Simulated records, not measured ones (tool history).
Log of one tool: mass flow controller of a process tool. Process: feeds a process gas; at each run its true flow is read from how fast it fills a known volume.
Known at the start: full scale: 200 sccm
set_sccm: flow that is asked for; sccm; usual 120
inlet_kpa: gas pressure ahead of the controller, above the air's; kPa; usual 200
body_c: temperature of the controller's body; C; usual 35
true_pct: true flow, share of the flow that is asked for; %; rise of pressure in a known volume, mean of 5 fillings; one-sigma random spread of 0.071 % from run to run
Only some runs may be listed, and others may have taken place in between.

run    hour  set_sccm  inlet_kpa  body_c  true_pct
  1       0       120        200      35    100.73
  2   294.6       120        200      35     100.8
  3   504.1       120        200      35    100.82
  4     947       125        200      35    101.05
  5  1385.2       125        200      35    100.96
  6  1775.5       125        200      35     101.1
  7  2191.9        22        200      37     95.08
  8  2676.3        24        184      35     95.39
  9  2921.3       180        174      36     102.6
 10  3208.2       180        174      36    102.77

Forecast run 11:
 11  3413        27        251      39         ?

Run 11 yielded true_pct 95.93 %.
If the tool had no hidden condition, the same run with the same run-to-run variation would have returned true_pct 97.99 %.
